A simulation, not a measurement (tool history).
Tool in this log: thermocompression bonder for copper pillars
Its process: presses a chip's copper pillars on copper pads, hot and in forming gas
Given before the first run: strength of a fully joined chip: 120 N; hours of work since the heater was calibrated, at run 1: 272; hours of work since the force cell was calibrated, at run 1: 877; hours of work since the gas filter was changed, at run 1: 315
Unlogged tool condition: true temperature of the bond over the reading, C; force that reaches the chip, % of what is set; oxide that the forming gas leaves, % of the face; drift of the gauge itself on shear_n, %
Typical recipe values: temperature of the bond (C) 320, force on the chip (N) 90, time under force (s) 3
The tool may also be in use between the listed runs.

| run | hour | temperature of the bond (C) | force on the chip (N) | time under force (s) | hours of work since the heater was calibrated | hours of work since the force cell was calibrated | hours of work since the gas filter was changed | force that shears a chip off (N) |
|---|---|---|---|---|---|---|---|---|
| 1 | 0 | 320 | 90 | 3 | 272 | 877 | 315 | 76.4 |
| 2 | 19.6 | 320 | 90 | 3 | 287 | 892 | 330 | 77.1 |
| 3 | 41.4 | 320 | 90 | 3 | 304 | 909 | 347 | 75.4 |
|  | 48.4 | forming gas filter changed |
| 4 | 70.2 | 320 | 90 | 3 | 326 | 930 | 17 | 79.2 |
|  | 93.4 | force cell calibrated |
| 5 | 98.2 | 320 | 90 | 3 | 346 | 4 | 37 | 75.1 |
| 6 | 121.3 | 320 | 90 | 3 | 364 | 22 | 55 | 74.5 |
| 7 | 162.8 | 320 | 90 | 3 | 396 | 54 | 87 | 74.7 |
| 8 | 189.2 | 320 | 90 | 3 | 417 | 74 | 108 | 74.7 |
| 9 | 206.6 | 320 | 90 | 3 | 430 | 87 | 121 | 74.6 |
| 10 | 244.3 | 320 | 90 | 7 | 459 | 117 | 150 | 91.9 |
| 11 | 283.7 | 320 | 90 | 3 | 490 | 147 | 181 | 74.8 |
| 12 | 319.6 | 293 | 124 | 3 | 517 | 175 | 208 | 63.6 |
| 13 | 357.7 | 299 | 81 | 5 | 547 | 204 | 238 | 65.1 |
| 14 | 391.9 | 332 | 90 | 3 | 573 | 231 | 264 | 79.2 |
| 15 | 430.3 | 332 | 90 | 3 | 603 | 260 | 294 | 80.9 |
| 16 | 450.4 | 332 | 90 | 3 | 618 | 276 | 310 | 79.6 |
| 17 | 480.1 | 332 | 110 | 2 | 641 | 299 | 333 | 79.2 |
|  | 505.8 | forming gas filter changed |
| 18 | 516 | 332 | 110 | 2 | 669 | 326 | 8 | 82.4 |
| 19 | 539.5 | 320 | 85 | 7 | 687 | 344 | 26 | 90.6 |
| 20 | 576.7 | 297 | 67 | 7 | 716 | 373 | 55 | 65.5 |
| 21 | 604.8 | 342 | 91 | 4 | 737 | 395 | 76 | 94.6 |
| 22 | 639.6 | 342 | 91 | 4 | 764 | 422 | 103 | 96.7 |

Measured result minus the same run's result without the hidden state. Both carry the same run-to-run variation, though not necessarily the same gauge scatter:
| run | force that shears a chip off (N) |
|---|---|
| 1 | -0.7 |
| 2 | -1 |
| 3 | -1.2 |
| 4 | +1.6 |
| 5 | -2.1 |
| 6 | -2.3 |
| 7 | -2.7 |
| 8 | -2.9 |
| 9 | -3 |
| 10 | -3.4 |
| 11 | -3.7 |
| 12 | -4 |
| 13 | -4.2 |
| 14 | -4.5 |
| 15 | -4.9 |
| 16 | -5 |
| 17 | -5.3 |
| 18 | -2.4 |
| 19 | -2.6 |
| 20 | -3.3 |
| 21 | -2.9 |
| 22 | -3.2 |
